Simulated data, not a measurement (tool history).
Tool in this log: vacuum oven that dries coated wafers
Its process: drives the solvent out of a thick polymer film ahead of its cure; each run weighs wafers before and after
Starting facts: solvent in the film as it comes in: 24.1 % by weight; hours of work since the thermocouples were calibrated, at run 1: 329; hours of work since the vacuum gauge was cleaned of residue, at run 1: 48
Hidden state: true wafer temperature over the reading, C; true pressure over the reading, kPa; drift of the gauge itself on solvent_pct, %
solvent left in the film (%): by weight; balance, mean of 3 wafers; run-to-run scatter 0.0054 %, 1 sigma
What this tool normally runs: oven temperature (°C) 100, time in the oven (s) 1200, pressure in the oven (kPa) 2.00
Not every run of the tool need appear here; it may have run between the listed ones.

run   hour  oven temperature (°C)  time in the oven (s)  pressure in the oven (kPa)  hours of work since the thermocouples were calibrated  hours of work since the vacuum gauge was cleaned of residue  solvent left in the film (%)
  1    0.0                    100                  1200                        2.00                                                    329                                                           48                         1.212
  2   11.0                    100                  1740                        2.00                                                    336                                                           55                         0.614
  3   20.6                    100                  1200                        2.00                                                    342                                                           61                         1.224
  4   30.2                    100                  1200                        2.00                                                    348                                                           67                         1.228
  5   37.2                    100                  1200                        3.17                                                    352                                                           71                         1.463
  6   50.9                    100                  1200                        3.17                                                    361                                                           79                         1.459
  7   65.3                    100                  1200                        3.17                                                    370                                                           88                         1.446
  8   74.2                    100                   600                        3.17                                                    375                                                           94                         4.507
  9   87.4                    100                   600                        3.17                                                    383                                                          102                         4.503
 10  100.4                    100                   600                        3.17                                                    391                                                          110                         4.490
 11  108.9                    100                  1200                        2.00                                                    397                                                          116                         1.211
 12  115.4                    100                  1200                        2.00                                                    401                                                          120                         1.200
 13  129.8                    100                  1200                        2.00                                                    410                                                          129                         1.208
     133.2  -- oven's thermocouples calibrated
 14  140.2                    100                  1320                        2.00                                                      4                                                          134                         0.978
 15  146.6                    100                  1320                        2.00                                                      8                                                          138                         0.983
 16  158.2                    100                  1320                        2.00                                                     16                                                          145                         0.973
 17  164.7                    100                  1320                        2.00                                                     20                                                          149                         0.963
 18  172.7                    100                  1320                        2.00                                                     25                                                          154                         0.969
     178.2  -- oven's thermocouples calibrated, once more
 19  190.0                    100                  1320                        2.00                                                      7                                                          164                         1.048
 20  198.9                    100                  1320                        2.00                                                     13                                                          169                         1.046
 21  208.2                    100                  1200                        2.00                                                     19                                                          175                         1.260
 22  216.6                    100                  1200                        2.00                                                     24                                                          181                         1.271
 23  231.3                    100                  1200                        2.00                                                     33                                                          190                         1.252
 24  245.4                    100                  1200                        2.00                                                     42                                                          199                         1.257
 25  253.9                    100                  1200                        2.00                                                     47                                                          204                         1.255
 26  264.6                     88                  2040                        2.36                                                     54                                                          211                         1.869
 27  272.3                    100                  1620                        4.51                                                     59                                                          215                         1.233
 28  284.8                    113                  1200                        4.33                                                     67                                                          223                         0.641
 29  294.6                    113                  1200                        4.33                                                     73                                                          229                         0.647
 30  309.0                    113                   600                        4.33                                                     82                                                          238                         1.574
 31  317.1                     96                   900                        1.33                                                     87                                                          243                         3.121
 32  328.5                     99                  1200                        2.42                                                     94                                                          250                         1.492
 33  343.9                     97                  1440                        6.76                                                    104                                                          260                         2.334
 34  350.8                     97                  1440                        6.76                                                    108                                                          264                         2.324
 35  363.9                     97                  1440                        6.76                                                    116                                                          273                         2.317
 36  373.6                     86                  1200                        1.56                                                    122                                                          279                         4.709
 37  382.0                     86                  1200                        1.56                                                    127                                                          284                         4.719
 38  394.6                    114                   660                        1.56                                                    135                                                          292                         0.837
 39  402.5                    100                   840                        1.33                                                    140                                                          297                         2.382
 40  410.7                    100                   600                        2.00                                                    145                                                          302                         4.353
 41  418.0                     90                  1200                        1.28                                                    150                                                          306                         3.286
 42  428.4                    110                  2040                        7.85                                                    156                                                          313                         1.194
 43  441.5                    110                   720                        1.16                                                    165                                                          321                         1.047
 44  454.0                    110                   720                        1.16                                                    172                                                          329                         1.053

Here are 4 independent what-if runs from the current tool condition. What would each one return?
  A  465.0                    100                  1260                        3.16                                                    179                                                          336                             ?
  B  465.0                    100                  2160                        2.00                                                    179                                                          336                             ?
  C  465.0                    100                   840                        6.18                                                    179                                                          336                             ?
  D  465.0                    101                   720                        3.60                                                    179                                                          336                             ?

run  solvent left in the film (%)
  A                         1.366
  B                         0.500
  C                         3.330
  D                         3.296
Without the tool's unlogged condition, the same runs would have read:
run  solvent left in the film (%)
  A                         1.367
  B                         0.492
  C                         3.344
  D                         3.312
